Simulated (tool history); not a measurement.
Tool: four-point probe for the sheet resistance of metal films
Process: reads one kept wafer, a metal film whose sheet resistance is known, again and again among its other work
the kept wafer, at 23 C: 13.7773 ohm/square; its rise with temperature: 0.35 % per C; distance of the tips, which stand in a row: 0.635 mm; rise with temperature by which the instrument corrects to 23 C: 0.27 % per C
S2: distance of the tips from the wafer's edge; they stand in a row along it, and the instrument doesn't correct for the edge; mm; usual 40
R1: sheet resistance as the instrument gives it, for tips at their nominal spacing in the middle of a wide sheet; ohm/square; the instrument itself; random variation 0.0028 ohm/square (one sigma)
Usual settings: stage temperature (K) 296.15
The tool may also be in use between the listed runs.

run 1 hour=0.0 | stage_temperature_(K)=296.15 S2=40 | R1=13.783336
run 2 hour=54.3 | stage_temperature_(K)=296.15 S2=40 | R1=13.784617
run 3 hour=138.9 | stage_temperature_(K)=296.15 S2=40 | R1=13.777278
run 4 hour=254.7 | stage_temperature_(K)=296.15 S2=42 | R1=13.773379
-- hour=321.2 stage's thermometer calibrated
run 5 hour=336.2 | stage_temperature_(K)=296.15 S2=42 | R1=13.782418
run 6 hour=424.7 | stage_temperature_(K)=296.15 S2=42 | R1=13.778752
run 7 hour=528.8 | stage_temperature_(K)=298.15 S2=40 | R1=13.800533
run 8 hour=594.4 | stage_temperature_(K)=298.15 S2=40 | R1=13.801623
run 9 hour=682.1 | stage_temperature_(K)=298.15 S2=40 | R1=13.804972
run 10 hour=766.1 | stage_temperature_(K)=298.15 S2=40 | R1=13.800334
run 11 hour=849.8 | stage_temperature_(K)=292.15 S2=40 | R1=13.736373
run 12 hour=926.8 | stage_temperature_(K)=297.15 S2=16 | R1=13.803746
run 13 hour=995.8 | stage_temperature_(K)=297.15 S2=15 | R1=13.802745
run 14 hour=1062.0 | stage_temperature_(K)=293.15 S2=18 | R1=13.753275
run 15 hour=1115.3 | stage_temperature_(K)=293.15 S2=18 | R1=13.757419

Run 16 comes next. What will it give?
run 16 hour=1199.7 | stage_temperature_(K)=293.15 S2=3 | R1=?

{"run 16": {"R1": 14.0679}}
Without the tool's hidden state the same run would have given R1 14.067165 ohm/square.
